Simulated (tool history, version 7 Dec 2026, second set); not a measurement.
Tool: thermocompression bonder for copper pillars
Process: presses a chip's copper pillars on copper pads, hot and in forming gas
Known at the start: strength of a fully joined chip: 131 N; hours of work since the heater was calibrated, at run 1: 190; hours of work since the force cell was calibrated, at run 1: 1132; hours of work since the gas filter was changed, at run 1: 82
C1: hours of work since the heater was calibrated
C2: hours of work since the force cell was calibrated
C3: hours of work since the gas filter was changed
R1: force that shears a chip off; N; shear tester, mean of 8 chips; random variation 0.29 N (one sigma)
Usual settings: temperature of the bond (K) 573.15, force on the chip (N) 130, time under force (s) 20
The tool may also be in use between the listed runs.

{"run": 1, "hour": 0.0, "temperature of the bond (K)": 573.15, "force on the chip (N)": 130, "time under force (s)": 20, "C1": 190, "C2": 1132, "C3": 82, "R1": 48.5}
{"run": 2, "hour": 57.5, "temperature of the bond (K)": 573.15, "force on the chip (N)": 130, "time under force (s)": 20, "C1": 225, "C2": 1167, "C3": 117, "R1": 47.7}
{"run": 3, "hour": 126.2, "temperature of the bond (K)": 573.15, "force on the chip (N)": 130, "time under force (s)": 20, "C1": 267, "C2": 1209, "C3": 159, "R1": 48.0}
{"run": 4, "hour": 179.5, "temperature of the bond (K)": 573.15, "force on the chip (N)": 130, "time under force (s)": 20, "C1": 300, "C2": 1242, "C3": 191, "R1": 47.5}
{"run": 5, "hour": 209.7, "temperature of the bond (K)": 573.15, "force on the chip (N)": 130, "time under force (s)": 20, "C1": 318, "C2": 1260, "C3": 210, "R1": 47.3}
{"run": 6, "hour": 273.2, "temperature of the bond (K)": 573.15, "force on the chip (N)": 130, "time under force (s)": 20, "C1": 357, "C2": 1299, "C3": 248, "R1": 47.9}
{"run": 7, "hour": 316.3, "temperature of the bond (K)": 581.15, "force on the chip (N)": 130, "time under force (s)": 20, "C1": 383, "C2": 1325, "C3": 275, "R1": 51.9}
{"hour": 337.5, "done": "forming gas filter changed"}
{"run": 8, "hour": 364.9, "temperature of the bond (K)": 581.15, "force on the chip (N)": 130, "time under force (s)": 20, "C1": 412, "C2": 1355, "C3": 17, "R1": 54.7}
{"hour": 375.5, "done": "force cell calibrated"}
{"run": 9, "hour": 424.7, "temperature of the bond (K)": 597.15, "force on the chip (N)": 130, "time under force (s)": 20, "C1": 448, "C2": 30, "C3": 52, "R1": 65.6}
{"run": 10, "hour": 480.5, "temperature of the bond (K)": 564.15, "force on the chip (N)": 130, "time under force (s)": 20, "C1": 482, "C2": 64, "C3": 86, "R1": 45.9}
{"run": 11, "hour": 524.4, "temperature of the bond (K)": 564.15, "force on the chip (N)": 130, "time under force (s)": 20, "C1": 509, "C2": 91, "C3": 113, "R1": 45.9}
{"run": 12, "hour": 574.5, "temperature of the bond (K)": 573.15, "force on the chip (N)": 130, "time under force (s)": 20, "C1": 539, "C2": 121, "C3": 144, "R1": 51.1}
{"hour": 608.0, "done": "heater calibrated with a thermocouple chip"}
{"run": 13, "hour": 646.8, "temperature of the bond (K)": 543.15, "force on the chip (N)": 152, "time under force (s)": 46, "C1": 24, "C2": 164, "C3": 187, "R1": 49.6}
{"run": 14, "hour": 703.2, "temperature of the bond (K)": 543.15, "force on the chip (N)": 152, "time under force (s)": 46, "C1": 58, "C2": 199, "C3": 221, "R1": 49.5}
{"run": 15, "hour": 757.8, "temperature of the bond (K)": 588.15, "force on the chip (N)": 111, "time under force (s)": 27, "C1": 91, "C2": 232, "C3": 254, "R1": 56.3}
{"run": 16, "hour": 800.2, "temperature of the bond (K)": 562.15, "force on the chip (N)": 120, "time under force (s)": 24, "C1": 117, "C2": 258, "C3": 280, "R1": 42.0}
{"hour": 808.7, "done": "forming gas filter changed"}
{"run": 17, "hour": 871.8, "temperature of the bond (K)": 558.15, "force on the chip (N)": 105, "time under force (s)": 18, "C1": 161, "C2": 301, "C3": 38, "R1": 34.5}
{"run": 18, "hour": 917.5, "temperature of the bond (K)": 569.15, "force on the chip (N)": 105, "time under force (s)": 43, "C1": 189, "C2": 329, "C3": 66, "R1": 55.1}
{"run": 19, "hour": 957.6, "temperature of the bond (K)": 588.15, "force on the chip (N)": 160, "time under force (s)": 51, "C1": 213, "C2": 354, "C3": 91, "R1": 88.0}
{"run": 20, "hour": 1024.3, "temperature of the bond (K)": 545.15, "force on the chip (N)": 82, "time under force (s)": 51, "C1": 254, "C2": 395, "C3": 132, "R1": 36.6}
{"run": 21, "hour": 1092.2, "temperature of the bond (K)": 552.15, "force on the chip (N)": 82, "time under force (s)": 20, "C1": 295, "C2": 436, "C3": 173, "R1": 27.2}
{"run": 22, "hour": 1129.8, "temperature of the bond (K)": 578.15, "force on the chip (N)": 92, "time under force (s)": 10, "C1": 318, "C2": 459, "C3": 196, "R1": 30.5}
{"run": 23, "hour": 1165.8, "temperature of the bond (K)": 585.15, "force on the chip (N)": 132, "time under force (s)": 39, "C1": 340, "C2": 481, "C3": 218, "R1": 70.4}
{"run": 24, "hour": 1213.3, "temperature of the bond (K)": 585.15, "force on the chip (N)": 132, "time under force (s)": 39, "C1": 369, "C2": 510, "C3": 247, "R1": 69.8}

4 ways to go on from here, each from the tool as it stands after run 24. What would each give?
{"run": "A", "hour": 1252.1, "temperature of the bond (K)": 573.15, "force on the chip (N)": 132, "time under force (s)": 20, "C1": 393, "C2": 534, "C3": 271, "R1": "?"}
{"run": "B", "hour": 1252.1, "temperature of the bond (K)": 560.15, "force on the chip (N)": 177, "time under force (s)": 18, "C1": 393, "C2": 534, "C3": 271, "R1": "?"}
{"run": "C", "hour": 1252.1, "temperature of the bond (K)": 573.15, "force on the chip (N)": 119, "time under force (s)": 19, "C1": 393, "C2": 534, "C3": 271, "R1": "?"}
{"run": "D", "hour": 1252.1, "temperature of the bond (K)": 565.15, "force on the chip (N)": 171, "time under force (s)": 20, "C1": 393, "C2": 534, "C3": 271, "R1": "?"}

run=A R1=48.1
run=B R1=48.4
run=C R1=44.7
run=D R1=52.6
Without the tool's hidden state the same runs would have given:
run=A R1=48.9
run=B R1=49.1
run=C R1=45.4
run=D R1=53.5
